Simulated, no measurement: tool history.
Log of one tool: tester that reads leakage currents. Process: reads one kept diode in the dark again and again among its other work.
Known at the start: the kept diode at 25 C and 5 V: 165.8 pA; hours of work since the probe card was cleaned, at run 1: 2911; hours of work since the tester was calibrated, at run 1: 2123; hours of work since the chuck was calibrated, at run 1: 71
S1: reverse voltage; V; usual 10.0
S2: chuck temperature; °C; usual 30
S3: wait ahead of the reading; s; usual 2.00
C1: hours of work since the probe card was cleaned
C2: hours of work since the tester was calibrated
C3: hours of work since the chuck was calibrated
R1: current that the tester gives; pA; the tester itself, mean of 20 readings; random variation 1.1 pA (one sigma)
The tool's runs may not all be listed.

Run 1, hour 0.0: usual settings; C1 2911; C2 2123; C3 71. Result: R1 366.15 pA.
Run 2, hour 129.6: usual settings; C1 2965; C2 2177; C3 125. Result: R1 364.17 pA.
Run 3, hour 258.1: usual settings but S1 5.3 V; C1 3019; C2 2231; C3 179. Result: R1 259.57 pA.
Run 4, hour 325.0: usual settings but S3 2.15 s; C1 3046; C2 2259; C3 207. Result: R1 363.02 pA.
Run 5, hour 451.9: usual settings but S3 2.15 s; C1 3099; C2 2311; C3 259. Result: R1 364.57 pA.
Run 6, hour 531.2: usual settings but S1 6.2 V, S3 2.15 s; C1 3132; C2 2344; C3 292. Result: R1 280.78 pA.
Run 7, hour 661.5: usual settings but S1 4.2 V; C1 3186; C2 2399; C3 347. Result: R1 229.52 pA.
Run 8, hour 725.5: usual settings; C1 3213; C2 2425; C3 373. Result: R1 364.57 pA.
Run 9, hour 830.4: usual settings but S2 49 °C; C1 3257; C2 2469; C3 417. Result: R1 1570.64 pA.
Run 10, hour 929.7: usual settings but S3 0.71 s; C1 3298; C2 2510; C3 458. Result: R1 364.65 pA.
At hour 969.6: probe card cleaned and baked.
Run 11, hour 1058.9: usual settings; C1 37; C2 2563; C3 511. Result: R1 365.60 pA.
Run 12, hour 1125.6: usual settings; C1 65; C2 2590; C3 538. Result: R1 364.91 pA.
Run 13, hour 1225.6: usual settings; C1 106; C2 2632; C3 580. Result: R1 364.95 pA.
Run 14, hour 1336.5: usual settings; C1 153; C2 2678; C3 626. Result: R1 364.93 pA.
Run 15, hour 1443.6: usual settings; C1 197; C2 2723; C3 671. Result: R1 362.67 pA.
Run 16, hour 1534.6: usual settings but S2 59 °C; C1 235; C2 2760; C3 708. Result: R1 3171.32 pA.
Run 17, hour 1614.8: usual settings but S2 59 °C; C1 268; C2 2794; C3 742. Result: R1 3175.91 pA.
Run 18, hour 1766.7: usual settings but S1 3.5 V; C1 332; C2 2857; C3 805. Result: R1 207.30 pA.
Run 19, hour 1905.0: usual settings but S1 3.5 V; C1 389; C2 2914; C3 862. Result: R1 206.64 pA.
Run 20, hour 2035.1: usual settings but S1 3.5 V; C1 443; C2 2969; C3 917. Result: R1 208.17 pA.
Run 21, hour 2109.8: usual settings but S3 4.09 s; C1 474; C2 3000; C3 948. Result: R1 363.41 pA.
At hour 2200.1: chuck's temperature calibrated.
Run 22, hour 2209.1: usual settings but S3 4.09 s; C1 515; C2 3040; C3 4. Result: R1 365.41 pA.
Run 23, hour 2303.5: usual settings but S1 7.5 V, S3 5.04 s; C1 554; C2 3079; C3 43. Result: R1 311.15 pA.
Run 24, hour 2401.1: usual settings but S1 7.5 V, S3 5.04 s; C1 595; C2 3120; C3 84. Result: R1 312.33 pA.
Run 25, hour 2501.2: usual settings but S1 7.5 V, S3 5.04 s; C1 636; C2 3162; C3 125. Result: R1 311.80 pA.
Run 26, hour 2608.4: usual settings but S1 7.5 V, S3 5.04 s; C1 681; C2 3206; C3 170. Result: R1 310.66 pA.
Run 27, hour 2721.9: usual settings but S1 1.1 V, S3 0.37 s; C1 728; C2 3253; C3 217. Result: R1 111.68 pA.
Run 28, hour 2872.6: usual settings but S1 1.1 V, S3 0.37 s; C1 791; C2 3316; C3 280. Result: R1 112.31 pA.
Run 29, hour 3000.7: usual settings but S1 1.1 V, S3 0.37 s; C1 844; C2 3369; C3 333. Result: R1 112.21 pA.
Run 30, hour 3110.2: usual settings but S3 5.67 s; C1 890; C2 3415; C3 379. Result: R1 364.82 pA.
Run 31, hour 3248.6: usual settings but S3 5.67 s; C1 947; C2 3473; C3 436. Result: R1 365.51 pA.
Run 32, hour 3358.1: usual settings but S1 8.5 V, S2 47 °C, S3 1.21 s; C1 993; C2 3518; C3 482. Result: R1 1252.67 pA.
Run 33, hour 3467.6: usual settings but S1 5.3 V; C1 1038; C2 3564; C3 527. Result: R1 260.20 pA.
Run 34, hour 3581.4: usual settings but S1 5.3 V; C1 1085; C2 3611; C3 575. Result: R1 258.58 pA.
Run 35, hour 3722.7: usual settings but S1 5.3 V; C1 1144; C2 3670; C3 633. Result: R1 258.68 pA.
Run 36, hour 3845.5: usual settings but S1 3.5 V, S2 49 °C, S3 2.51 s; C1 1195; C2 3721; C3 684. Result: R1 898.08 pA.
Run 37, hour 3958.3: usual settings but S2 21 °C; C1 1242; C2 3768; C3 731. Result: R1 172.24 pA.
Run 38, hour 4103.6: usual settings but S2 51 °C, S3 0.99 s; C1 1303; C2 3828; C3 792. Result: R1 1807.37 pA.
Run 39, hour 4197.3: usual settings but S1 5.3 V, S2 35 °C, S3 0.44 s; C1 1342; C2 3867; C3 831. Result: R1 389.51 pA.
Run 40, hour 4347.0: usual settings but S1 3.7 V, S2 20 °C, S3 2.72 s; C1 1404; C2 3929; C3 893. Result: R1 91.99 pA.

Measured less the same run without the tool's hidden state. The same run-to-run variation is in both; the gauge's scatter may not be:
The hidden state here: stray current of the dirty probe card, pA a volt; current scale over the true one, %; true chuck temperature over the reading, C; drift of the gauge itself on leakage_pa, %.
run     R1
  1  +0.25
  2  +0.25
  3  +0.16
  4  +0.28
  5  +0.30
  6  +0.20
  7  +0.16
  8  +0.33
  9  +0.72
 10  +0.35
 11  +0.14
 12  +0.16
 13  +0.17
 14  +0.18
 15  +0.20
 16  +1.48
 17  +1.53
 18  +0.13
 19  +0.14
 20  +0.14
 21  +0.27
 22  +0.03
 23  +0.03
 24  +0.04
 25  +0.05
 26  +0.06
 27  +0.02
 28  +0.02
 29  +0.03
 30  +0.14
 31  +0.15
 32  +0.38
 33  +0.11
 34  +0.12
 35  +0.13
 36  +0.36
 37  +0.15
 38  +0.83
 39  +0.22
 40  +0.09
